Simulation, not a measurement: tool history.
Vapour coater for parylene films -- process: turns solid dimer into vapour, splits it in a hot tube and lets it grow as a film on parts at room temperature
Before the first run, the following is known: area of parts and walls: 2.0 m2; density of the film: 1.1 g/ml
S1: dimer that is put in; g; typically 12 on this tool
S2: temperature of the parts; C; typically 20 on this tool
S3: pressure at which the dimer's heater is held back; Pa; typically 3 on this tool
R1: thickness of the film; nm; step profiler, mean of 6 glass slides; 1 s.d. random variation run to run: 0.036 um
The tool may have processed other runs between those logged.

run	hour	S1	S2	S3	R1
1	0	12	20	3	3630
2	20.4	12	16	3	4010
3	31.2	12	20	5.29	3150
4	53.8	12	20	3	3580
5	64.4	12	20	5.3	3170
6	86.4	12	20	5.3	3130
7	99.2	15	20	3	4420
8	124.2	12	20	3	3570
9	139	13	20	3	3870
10	151.2	13	20	3	3830
11	175.2	21	20	3	6300
12	200.3	6	20	3	1760
13	219.5	6	27	3	1470
14	231.4	6	27	3	1440
15	245.3	6	20	3	1770
16	260	12	20	3	3540
17	282.9	12	20	3	3550
18	306.7	12	20	3	3580
19	332.7	12	20	3	3520
20	346	12	20	3	3500
21	370.4	12	20	3	3510
# hour 373.7: table's thermometer calibrated
22	397	12	20	3	3430
23	410.4	12	20	3	3450
24	427.4	12	20	3	3400
25	451.8	12	20	3	3420
26	476.5	12	16	7.3	3130
27	495	12	16	7.3	3120
28	506.2	16	23	9.27	3300
# hour 517.9: table's thermometer calibrated, once more
29	517.9	16	23	9.27	3310
30	541	22	17	4.11	6370
31	557.7	22	17	2.17	7450
32	570.1	22	17	2.17	7400
33	590.3	11	20	3	3190
34	607.6	20	20	2.37	6060
35	622.8	13	17	6.77	3310
36	642.8	6	16	6.46	1610
37	662.2	12	20	2.49	3530
38	682.6	22	18	3	6610
39	703.8	16	32	5.47	2880
40	729.4	16	17	6.97	4090
41	754.8	9	15	3	2920
42	779.6	9	15	3	2880
43	791.9	14	20	3	3990
44	811.1	14	13	3	4810
45	823.8	20	28	2.16	4940
46	834.4	19	28	2.16	4640
47	850.6	7	21	3.46	1850

Each row is a separate what-if for the run after 47, all from the same tool condition, not one after another. Results?
A	876.3	7	20	3	?
B	876.3	7	20	2.92	?
C	876.3	12	20	2.78	?
D	876.3	5	24	11.42	?

run	R1
A	1980
B	2000
C	3390
D	930
Without the tool's unlogged condition, the same runs would have read:
run	R1
A	2150
B	2180
C	3690
D	1020
